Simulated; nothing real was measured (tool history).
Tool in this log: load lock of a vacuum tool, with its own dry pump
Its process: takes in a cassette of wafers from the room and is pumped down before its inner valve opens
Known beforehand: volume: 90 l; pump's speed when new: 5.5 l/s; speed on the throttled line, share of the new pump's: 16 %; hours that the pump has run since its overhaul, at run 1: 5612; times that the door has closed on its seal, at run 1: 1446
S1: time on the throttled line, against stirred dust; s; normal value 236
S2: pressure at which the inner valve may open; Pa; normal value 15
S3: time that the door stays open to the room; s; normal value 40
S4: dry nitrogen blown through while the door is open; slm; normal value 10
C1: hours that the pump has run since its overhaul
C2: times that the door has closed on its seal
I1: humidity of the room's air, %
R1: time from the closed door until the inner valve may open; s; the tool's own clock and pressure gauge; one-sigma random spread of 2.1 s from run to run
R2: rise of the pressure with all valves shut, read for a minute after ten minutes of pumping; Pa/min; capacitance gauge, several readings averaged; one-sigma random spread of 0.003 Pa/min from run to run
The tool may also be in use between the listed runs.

{"run": 1, "hour": 0.0, "S1": 236, "S2": 15, "S3": 40, "S4": 10, "C1": 5612, "C2": 1446, "I1": 40.4, "R1": 351.7, "R2": 0.034}
{"run": 2, "hour": 340.7, "S1": 236, "S2": 15, "S3": 40, "S4": 10, "C1": 5953, "C2": 1915, "I1": 45.1, "R1": 355.2, "R2": 0.039}
{"run": 3, "hour": 589.1, "S1": 236, "S2": 15, "S3": 40, "S4": 10, "C1": 6202, "C2": 2258, "I1": 48.6, "R1": 356.3, "R2": 0.047}
{"run": 4, "hour": 836.7, "S1": 236, "S2": 12, "S3": 40, "S4": 10, "C1": 6449, "C2": 2599, "I1": 42.5, "R1": 363.3, "R2": 0.047}
{"run": 5, "hour": 1185.2, "S1": 236, "S2": 12, "S3": 40, "S4": 10, "C1": 6798, "C2": 3079, "I1": 44.3, "R1": 361.2, "R2": 0.045}
{"run": 6, "hour": 1510.3, "S1": 236, "S2": 12, "S3": 40, "S4": 10, "C1": 7123, "C2": 3528, "I1": 47.4, "R1": 360.0, "R2": 0.057}
{"run": 7, "hour": 1894.3, "S1": 236, "S2": 12, "S3": 40, "S4": 10, "C1": 7507, "C2": 4057, "I1": 46.2, "R1": 361.3, "R2": 0.061}
{"run": 8, "hour": 2237.5, "S1": 236, "S2": 15, "S3": 85, "S4": 13, "C1": 7850, "C2": 4530, "I1": 40.5, "R1": 362.0, "R2": 0.076}
{"run": 9, "hour": 2428.7, "S1": 232, "S2": 15, "S3": 40, "S4": 22, "C1": 8041, "C2": 4794, "I1": 42.9, "R1": 357.2, "R2": 0.057}
{"run": 10, "hour": 2762.6, "S1": 232, "S2": 15, "S3": 40, "S4": 22, "C1": 8375, "C2": 5254, "I1": 48.6, "R1": 356.5, "R2": 0.067}
{"run": 11, "hour": 3059.8, "S1": 198, "S2": 15, "S3": 40, "S4": 22, "C1": 8672, "C2": 5664, "I1": 42.1, "R1": 329.3, "R2": 0.064}
{"run": 12, "hour": 3419.6, "S1": 236, "S2": 18, "S3": 95, "S4": 10, "C1": 9032, "C2": 6160, "I1": 45.6, "R1": 358.6, "R2": 0.101}

Predict each of these 4 candidate next runs independently; none follows another, all start after run 12:
{"run": "A", "hour": 3616.6, "S1": 422, "S2": 12, "S3": 36, "S4": 10, "C1": 9229, "C2": 6431, "I1": 45.4, "R1": "?", "R2": "?"}
{"run": "B", "hour": 3616.6, "S1": 236, "S2": 15, "S3": 40, "S4": 5, "C1": 9229, "C2": 6431, "I1": 46.7, "R1": "?", "R2": "?"}
{"run": "C", "hour": 3616.6, "S1": 243, "S2": 15, "S3": 182, "S4": 10, "C1": 9229, "C2": 6431, "I1": 45.9, "R1": "?", "R2": "?"}
{"run": "D", "hour": 3616.6, "S1": 236, "S2": 18, "S3": 95, "S4": 34, "C1": 9229, "C2": 6431, "I1": 48.1, "R1": "?", "R2": "?"}

run=A R1=517.4 R2=0.087
run=B R1=357.8 R2=0.094
run=C R1=364.5 R2=0.137
run=D R1=359.9 R2=0.086
The same runs, with their run-to-run variation unchanged, on a tool lacking any hidden condition would have given:
run=A R1=502.3 R2=0.025
run=B R1=338.5 R2=0.031
run=C R1=345.4 R2=0.074
run=D R1=340.9 R2=0.024
